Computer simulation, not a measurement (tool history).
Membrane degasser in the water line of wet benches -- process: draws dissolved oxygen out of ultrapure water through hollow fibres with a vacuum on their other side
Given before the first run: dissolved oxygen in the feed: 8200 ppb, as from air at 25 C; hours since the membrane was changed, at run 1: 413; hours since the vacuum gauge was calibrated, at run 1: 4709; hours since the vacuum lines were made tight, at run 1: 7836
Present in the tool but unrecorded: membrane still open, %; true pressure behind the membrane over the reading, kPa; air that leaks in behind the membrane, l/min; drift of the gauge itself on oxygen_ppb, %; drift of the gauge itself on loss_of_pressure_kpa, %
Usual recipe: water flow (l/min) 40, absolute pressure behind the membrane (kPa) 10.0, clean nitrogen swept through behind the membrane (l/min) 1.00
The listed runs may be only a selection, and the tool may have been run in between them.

run	hour	water flow (l/min)	absolute pressure behind the membrane (kPa)	clean nitrogen swept through behind the membrane (l/min)	hours since the membrane was changed	hours since the vacuum gauge was calibrated	hours since the vacuum lines were made tight	dissolved oxygen in the water behind the degasser (ppb)	pressure that the water loses in the fibres (kPa)
1	0.0	40	10.0	1.00	413	4709	7836	802.6	25.34
2	27.0	40	10.0	1.00	440	4736	7863	815.6	25.14
3	62.2	40	10.0	1.00	476	4771	7898	807.4	25.16
4	118.6	40	10.0	1.00	532	4827	7955	808.3	25.38
5	147.4	40	6.6	1.00	561	4856	7984	581.7	25.52
# hour 151.8: vacuum gauge calibrated
6	176.6	31	7.9	1.00	590	25	8012	492.4	19.57
7	223.8	31	7.9	1.00	637	72	8060	492.7	19.63
8	252.5	60	6.6	1.36	665	101	8088	848.8	38.11

Forecast run 9:
9	282.7	26	10.0	1.00	696	131	8118	?	?

Run 9 measured dissolved oxygen in the water behind the degasser (ppb) 488.3, pressure that the water loses in the fibres (kPa) 16.27.
With the hidden condition absent and the run-to-run variation left alone, this run would have shown dissolved oxygen in the water behind the degasser (ppb) 476.8, pressure that the water loses in the fibres (kPa) 16.18.

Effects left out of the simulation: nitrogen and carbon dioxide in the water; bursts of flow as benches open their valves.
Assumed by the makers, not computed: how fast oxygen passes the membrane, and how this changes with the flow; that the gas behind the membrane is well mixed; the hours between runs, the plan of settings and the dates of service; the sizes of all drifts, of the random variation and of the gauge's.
